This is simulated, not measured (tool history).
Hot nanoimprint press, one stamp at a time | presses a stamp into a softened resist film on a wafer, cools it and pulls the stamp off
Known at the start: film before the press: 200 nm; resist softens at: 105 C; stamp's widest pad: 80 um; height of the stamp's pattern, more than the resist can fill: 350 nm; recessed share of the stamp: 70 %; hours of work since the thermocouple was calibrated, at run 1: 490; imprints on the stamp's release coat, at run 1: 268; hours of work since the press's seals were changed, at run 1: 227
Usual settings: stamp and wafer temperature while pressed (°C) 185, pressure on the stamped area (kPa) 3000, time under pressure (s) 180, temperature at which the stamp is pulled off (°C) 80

run	day	stamp and wafer temperature while pressed (°C)	pressure on the stamped area (kPa)	time under pressure (s)	temperature at which the stamp is pulled off (°C)	hours of work since the thermocouple was calibrated	imprints on the stamp's release coat	hours of work since the press's seals were changed	resist left under the stamp's widest pad (nm)	greatest force while the stamp is pulled off (N)
1	0.000	185	3000	180	80	490	268	227	79.7	198
2	1.317	185	3000	180	80	506	374	243	79.4	201
3	2.788	185	3000	180	80	524	492	260	79.4	198
4	4.254	185	3000	180	80	541	611	278	79.1	204
# day 4.725: plate thermocouple calibrated
5	5.729	185	3000	180	80	12	720	294	79.6	200
6	8.096	185	3000	180	80	41	910	323	80.0	199
# day 9.071: stamp cleaned and given a new release coat
7	9.433	185	3000	180	80	54	29	336	79.3	186
8	11.671	185	3000	180	80	81	210	363	79.7	200
9	13.471	185	3000	180	80	102	355	384	79.7	197
10	14.967	185	3000	180	80	120	476	403	80.6	198
11	15.996	185	3000	180	80	133	559	415	81.0	196
12	17.388	185	2610	180	80	149	671	432	86.3	194
13	18.396	185	2610	180	80	162	752	444	85.8	205
14	19.512	185	2610	180	80	175	842	457	85.7	198
# day 21.321: stamp cleaned and given a new release coat
15	21.408	185	2610	180	80	195	7	477	86.2	190
16	23.338	185	2610	180	80	218	162	500	85.7	193
17	24.967	185	2610	180	80	238	294	520	86.8	197
# day 26.800: gauge calibrated
18	27.342	185	2610	341	80	266	485	548	65.3	199
19	28.929	180	2610	150	80	285	613	568	112.8	198
20	30.450	196	3720	282	83	304	736	586	34.2	185
21	32.633	192	2800	221	69	330	912	612	54.1	255
# day 33.554: stamp cleaned and given a new release coat
22	34.800	181	3000	95	80	353	101	635	120.2	195
23	37.100	187	2630	180	69	381	286	663	76.9	259
24	38.538	191	3000	155	68	398	402	680	63.9	269
# day 39.083: press's hydraulic seals changed and the load cell set to zero
25	39.971	186	2030	144	80	411	491	11	99.5	201
26	41.933	177	1820	103	71	435	649	34	156.3	248
27	42.929	184	2110	334	77	447	729	46	77.9	215
28	44.000	184	2110	334	77	460	816	59	77.0	212
29	45.388	187	3530	334	77	476	928	76	52.0	214
# day 46.212: stamp cleaned and given a new release coat
30	47.421	187	3530	334	77	498	98	97	52.2	215

How the hidden state differs across the entries between the runs, from the last listed run before each to the first after it:
Between runs 4 and 5: plate thermocouple calibrated (day 4.725)
  true temperature over the reading, C: -0.06 -> 0; pressure that arrives at the usual setting, %: 99.9 -> 99.89; grip of the stamp's worn release coat, % over a new coat's: 1 -> 1.2; drift of the gauge itself on residual_nm, %: 0.44 -> 0.58
  measured less the result without the state, resist left under the stamp's widest pad (nm): +0.6 -> +0.5; greatest force while the stamp is pulled off (N): +2 -> +2
Between runs 6 and 7: stamp cleaned and given a new release coat (day 9.071)
  grip of the stamp's worn release coat, % over a new coat's: 1.5 -> 0; drift of the gauge itself on residual_nm, %: 0.82 -> 0.94
  measured less the result without the state, resist left under the stamp's widest pad (nm): +0.8 -> +0.9; greatest force while the stamp is pulled off (N): +2 -> +0
Between runs 14 and 15: stamp cleaned and given a new release coat (day 21.321)
  grip of the stamp's worn release coat, % over a new coat's: 1.4 -> 0; drift of the gauge itself on residual_nm, %: 1.98 -> 2.15
  measured less the result without the state, resist left under the stamp's widest pad (nm): +1.8 -> +2.0; greatest force while the stamp is pulled off (N): +2 -> +1
Between runs 17 and 18: gauge calibrated (day 26.800)
  pressure that arrives at the usual setting, %: 99.81 -> 99.8; grip of the stamp's worn release coat, % over a new coat's: 0.5 -> 0.8; drift of the gauge itself on residual_nm, %: 2.52 -> 0.06
  measured less the result without the state, resist left under the stamp's widest pad (nm): +2.4 -> +0.2; greatest force while the stamp is pulled off (N): +1 -> +2
Between runs 21 and 22: stamp cleaned and given a new release coat (day 33.554)
  pressure that arrives at the usual setting, %: 99.78 -> 99.77; grip of the stamp's worn release coat, % over a new coat's: 1.5 -> 0.2; drift of the gauge itself on residual_nm, %: 0.6 -> 0.8
  measured less the result without the state, resist left under the stamp's widest pad (nm): +0.5 -> +1.2; greatest force while the stamp is pulled off (N): +3 -> +0
Between runs 24 and 25: press's hydraulic seals changed and the load cell set to zero (day 39.083)
  pressure that arrives at the usual setting, %: 99.75 -> 99.98; grip of the stamp's worn release coat, % over a new coat's: 0.6 -> 0.8; drift of the gauge itself on residual_nm, %: 1.19 -> 1.3
  measured less the result without the state, resist left under the stamp's widest pad (nm): +1.0 -> +1.5; greatest force while the stamp is pulled off (N): +2 -> +2
Between runs 29 and 30: stamp cleaned and given a new release coat (day 46.212)
  grip of the stamp's worn release coat, % over a new coat's: 1.5 -> 0.2; drift of the gauge itself on residual_nm, %: 1.86 -> 2.05
  measured less the result without the state, resist left under the stamp's widest pad (nm): +1.1 -> +1.2; greatest force while the stamp is pulled off (N): +4 -> +0
